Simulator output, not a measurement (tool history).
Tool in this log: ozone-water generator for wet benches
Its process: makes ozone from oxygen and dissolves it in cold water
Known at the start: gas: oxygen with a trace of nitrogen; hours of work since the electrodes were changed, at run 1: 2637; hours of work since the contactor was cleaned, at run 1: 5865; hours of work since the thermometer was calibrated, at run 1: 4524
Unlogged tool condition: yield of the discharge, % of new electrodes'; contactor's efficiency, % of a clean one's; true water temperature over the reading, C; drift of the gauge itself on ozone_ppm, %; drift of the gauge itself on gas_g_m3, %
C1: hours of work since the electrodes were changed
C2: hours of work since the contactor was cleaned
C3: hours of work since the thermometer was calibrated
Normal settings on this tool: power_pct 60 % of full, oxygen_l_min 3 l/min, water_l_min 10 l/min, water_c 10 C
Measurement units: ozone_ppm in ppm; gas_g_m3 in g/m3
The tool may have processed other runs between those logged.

{"run": 1, "day": 0.0, "power_pct": 60, "oxygen_l_min": 3, "water_l_min": 10, "water_c": 10, "C1": 2637, "C2": 5865, "C3": 4524, "ozone_ppm": 15.6, "gas_g_m3": 144.3}
{"day": 1.817, "done": "water thermometer calibrated"}
{"run": 2, "day": 4.596, "power_pct": 60, "oxygen_l_min": 3, "water_l_min": 10, "water_c": 10, "C1": 2713, "C2": 5942, "C3": 47, "ozone_ppm": 15.6, "gas_g_m3": 141.1}
{"run": 3, "day": 6.908, "power_pct": 60, "oxygen_l_min": 3, "water_l_min": 10, "water_c": 10, "C1": 2752, "C2": 5981, "C3": 85, "ozone_ppm": 15.6, "gas_g_m3": 142.6}
{"run": 4, "day": 11.229, "power_pct": 60, "oxygen_l_min": 3, "water_l_min": 10, "water_c": 10, "C1": 2825, "C2": 6053, "C3": 158, "ozone_ppm": 15.7, "gas_g_m3": 141.8}
{"run": 5, "day": 15.062, "power_pct": 60, "oxygen_l_min": 3, "water_l_min": 10, "water_c": 10, "C1": 2889, "C2": 6117, "C3": 222, "ozone_ppm": 15.4, "gas_g_m3": 141.4}
{"run": 6, "day": 19.275, "power_pct": 60, "oxygen_l_min": 3, "water_l_min": 10, "water_c": 10, "C1": 2959, "C2": 6188, "C3": 293, "ozone_ppm": 15.5, "gas_g_m3": 140.8}
{"run": 7, "day": 23.388, "power_pct": 60, "oxygen_l_min": 3, "water_l_min": 10, "water_c": 10, "C1": 3028, "C2": 6257, "C3": 362, "ozone_ppm": 15.8, "gas_g_m3": 141.1}
{"run": 8, "day": 28.167, "power_pct": 60, "oxygen_l_min": 3, "water_l_min": 10, "water_c": 10, "C1": 3109, "C2": 6337, "C3": 442, "ozone_ppm": 15.4, "gas_g_m3": 139.4}
{"run": 9, "day": 32.396, "power_pct": 73, "oxygen_l_min": 3, "water_l_min": 10, "water_c": 10, "C1": 3179, "C2": 6408, "C3": 513, "ozone_ppm": 18, "gas_g_m3": 164.1}
{"run": 10, "day": 36.292, "power_pct": 73, "oxygen_l_min": 3, "water_l_min": 7, "water_c": 10, "C1": 3245, "C2": 6473, "C3": 578, "ozone_ppm": 24.1, "gas_g_m3": 163.8}
{"run": 11, "day": 41.517, "power_pct": 73, "oxygen_l_min": 3, "water_l_min": 9, "water_c": 10, "C1": 3332, "C2": 6561, "C3": 666, "ozone_ppm": 19.7, "gas_g_m3": 162.8}
{"run": 12, "day": 44.079, "power_pct": 45, "oxygen_l_min": 1.63, "water_l_min": 6, "water_c": 10, "C1": 3375, "C2": 6604, "C3": 709, "ozone_ppm": 20.3, "gas_g_m3": 170.8}
{"run": 13, "day": 47.988, "power_pct": 45, "oxygen_l_min": 1.63, "water_l_min": 6, "water_c": 10, "C1": 3441, "C2": 6669, "C3": 774, "ozone_ppm": 20.1, "gas_g_m3": 170}
{"run": 14, "day": 50.558, "power_pct": 58, "oxygen_l_min": 3, "water_l_min": 10, "water_c": 14, "C1": 3484, "C2": 6712, "C3": 817, "ozone_ppm": 14.4, "gas_g_m3": 136.1}
{"run": 15, "day": 53.725, "power_pct": 75, "oxygen_l_min": 3, "water_l_min": 10, "water_c": 10, "C1": 3537, "C2": 6766, "C3": 870, "ozone_ppm": 18.3, "gas_g_m3": 164.8}
{"run": 16, "day": 56.788, "power_pct": 60, "oxygen_l_min": 3, "water_l_min": 7, "water_c": 8, "C1": 3588, "C2": 6817, "C3": 922, "ozone_ppm": 20.8, "gas_g_m3": 140}
{"run": 17, "day": 62.329, "power_pct": 82, "oxygen_l_min": 2.94, "water_l_min": 7, "water_c": 8, "C1": 3681, "C2": 6910, "C3": 1015, "ozone_ppm": 26.7, "gas_g_m3": 179.9}
{"run": 18, "day": 66.962, "power_pct": 84, "oxygen_l_min": 3, "water_l_min": 10, "water_c": 6, "C1": 3759, "C2": 6987, "C3": 1092, "ozone_ppm": 20.8, "gas_g_m3": 180.4}
{"run": 19, "day": 70.462, "power_pct": 84, "oxygen_l_min": 3, "water_l_min": 10, "water_c": 6, "C1": 3818, "C2": 7046, "C3": 1151, "ozone_ppm": 20.6, "gas_g_m3": 178.7}
{"run": 20, "day": 74.712, "power_pct": 53, "oxygen_l_min": 3, "water_l_min": 15, "water_c": 10, "C1": 3889, "C2": 7117, "C3": 1222, "ozone_ppm": 9.6, "gas_g_m3": 127.8}
{"run": 21, "day": 79.938, "power_pct": 60, "oxygen_l_min": 3, "water_l_min": 10, "water_c": 9, "C1": 3977, "C2": 7205, "C3": 1310, "ozone_ppm": 15.4, "gas_g_m3": 138.9}

Predict each of these 3 candidate next runs independently; none follows another, all start after run 21:
{"run": "A", "day": 83.025, "power_pct": 60, "oxygen_l_min": 3, "water_l_min": 10, "water_c": 6, "C1": 4028, "C2": 7257, "C3": 1362, "ozone_ppm": "?", "gas_g_m3": "?"}
{"run": "B", "day": 83.025, "power_pct": 59, "oxygen_l_min": 3.43, "water_l_min": 10, "water_c": 10, "C1": 4028, "C2": 7257, "C3": 1362, "ozone_ppm": "?", "gas_g_m3": "?"}
{"run": "C", "day": 83.025, "power_pct": 95, "oxygen_l_min": 3, "water_l_min": 10, "water_c": 8, "C1": 4028, "C2": 7257, "C3": 1362, "ozone_ppm": "?", "gas_g_m3": "?"}

run=A ozone_ppm=16 gas_g_m3=137.7
run=B ozone_ppm=14.8 gas_g_m3=124.5
run=C ozone_ppm=22 gas_g_m3=196.5
The same runs, with their run-to-run variation unchanged, on a tool lacking any hidden condition would have given:
run=A ozone_ppm=18.1 gas_g_m3=149.1
run=B ozone_ppm=16.8 gas_g_m3=134.6
run=C ozone_ppm=25.8 gas_g_m3=219.7

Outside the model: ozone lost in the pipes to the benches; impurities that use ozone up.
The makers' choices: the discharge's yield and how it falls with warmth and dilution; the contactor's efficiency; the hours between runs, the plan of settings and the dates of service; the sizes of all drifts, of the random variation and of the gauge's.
